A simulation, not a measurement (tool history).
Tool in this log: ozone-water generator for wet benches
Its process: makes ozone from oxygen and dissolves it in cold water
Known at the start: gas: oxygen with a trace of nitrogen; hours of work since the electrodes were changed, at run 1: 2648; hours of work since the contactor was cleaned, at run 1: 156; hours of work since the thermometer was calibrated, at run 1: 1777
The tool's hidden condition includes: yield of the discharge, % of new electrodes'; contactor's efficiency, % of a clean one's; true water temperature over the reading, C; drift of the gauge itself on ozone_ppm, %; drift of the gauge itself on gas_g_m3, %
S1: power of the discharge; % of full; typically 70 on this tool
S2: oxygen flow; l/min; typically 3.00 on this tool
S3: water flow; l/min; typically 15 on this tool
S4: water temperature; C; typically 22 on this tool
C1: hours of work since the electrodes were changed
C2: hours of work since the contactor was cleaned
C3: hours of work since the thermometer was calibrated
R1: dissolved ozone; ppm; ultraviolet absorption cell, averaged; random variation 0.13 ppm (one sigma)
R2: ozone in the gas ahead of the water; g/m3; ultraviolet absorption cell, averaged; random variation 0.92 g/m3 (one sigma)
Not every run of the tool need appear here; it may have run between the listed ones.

| run | hour | S1 | S2 | S3 | S4 | C1 | C2 | C3 | R1 | R2 |
|---|---|---|---|---|---|---|---|---|---|---|
| 1 | 0.0 | 70 | 3.00 | 15 | 22 | 2648 | 156 | 1777 | 12.6 | 139.7 |
| 2 | 114.3 | 70 | 3.00 | 15 | 22 | 2754 | 262 | 1883 | 12.4 | 137.9 |
| 3 | 201.4 | 70 | 3.00 | 15 | 22 | 2835 | 343 | 1964 | 12.4 | 138.2 |
| 4 | 321.9 | 70 | 3.00 | 15 | 22 | 2947 | 455 | 2076 | 12.2 | 136.6 |
| 5 | 479.1 | 70 | 3.00 | 15 | 22 | 3093 | 601 | 2222 | 12.2 | 136.8 |
| 6 | 635.3 | 70 | 3.00 | 15 | 22 | 3239 | 746 | 2367 | 12.0 | 135.5 |
| 7 | 794.0 | 70 | 3.00 | 15 | 22 | 3386 | 894 | 2515 | 12.0 | 136.5 |
| 8 | 917.1 | 70 | 3.00 | 15 | 22 | 3500 | 1008 | 2629 | 11.9 | 134.7 |
| 9 | 1023.6 | 70 | 3.00 | 15 | 22 | 3599 | 1107 | 2728 | 11.8 | 134.4 |
| 10 | 1171.4 | 70 | 3.00 | 15 | 22 | 3737 | 1244 | 2865 | 11.5 | 132.9 |
| 11 | 1318.0 | 70 | 3.00 | 15 | 22 | 3873 | 1381 | 3002 | 11.6 | 130.4 |
| 12 | 1457.0 | 70 | 3.00 | 15 | 22 | 4002 | 1510 | 3131 | 11.6 | 131.1 |
| 13 | 1538.6 | 70 | 3.00 | 15 | 22 | 4078 | 1586 | 3207 | 11.5 | 130.3 |
| 14 | 1628.9 | 70 | 3.00 | 15 | 22 | 4162 | 1670 | 3291 | 11.5 | 130.9 |
| 15 | 1769.8 | 70 | 3.00 | 15 | 22 | 4293 | 1801 | 3422 | 11.3 | 130.7 |
| 16 | 1872.7 | 70 | 3.00 | 15 | 22 | 4389 | 1896 | 3517 | 11.3 | 128.5 |
| 17 | 1981.1 | 70 | 3.00 | 15 | 22 | 4489 | 1997 | 3618 | 11.3 | 129.6 |
| 18 | 2059.9 | 70 | 3.00 | 15 | 22 | 4563 | 2070 | 3691 | 11.3 | 128.7 |
| 19 | 2175.2 | 70 | 3.00 | 15 | 21 | 4670 | 2177 | 3798 | 11.2 | 128.0 |
|  | 2188.9 | water thermometer calibrated |
| 20 | 2336.0 | 45 | 3.00 | 15 | 29 | 4819 | 2326 | 137 | 7.2 | 92.7 |
| 21 | 2426.8 | 90 | 3.00 | 16 | 15 | 4903 | 2411 | 221 | 13.5 | 149.9 |
| 22 | 2590.7 | 90 | 2.13 | 9 | 22 | 5056 | 2563 | 373 | 19.7 | 184.6 |
| 23 | 2696.8 | 95 | 3.00 | 15 | 22 | 5154 | 2662 | 472 | 13.3 | 152.5 |
|  | 2763.4 | electrodes of the discharge changed |
| 24 | 2808.2 | 72 | 1.64 | 14 | 19 | 42 | 2760 | 570 | 14.6 | 229.4 |
| 25 | 2952.0 | 75 | 2.48 | 14 | 17 | 175 | 2893 | 704 | 15.9 | 181.9 |

The next listed run, before its measurement:
| 26 | 3057.9 | 70 | 4.61 | 12 | 22 | 274 | 2992 | 802 | ? | ? |

{"run 26": {"R1": 14.9, "R2": 117.3}}
If the tool had no hidden condition, the same run with the same run-to-run variation would have returned R1 15.9 ppm, R2 118.5 g/m3.

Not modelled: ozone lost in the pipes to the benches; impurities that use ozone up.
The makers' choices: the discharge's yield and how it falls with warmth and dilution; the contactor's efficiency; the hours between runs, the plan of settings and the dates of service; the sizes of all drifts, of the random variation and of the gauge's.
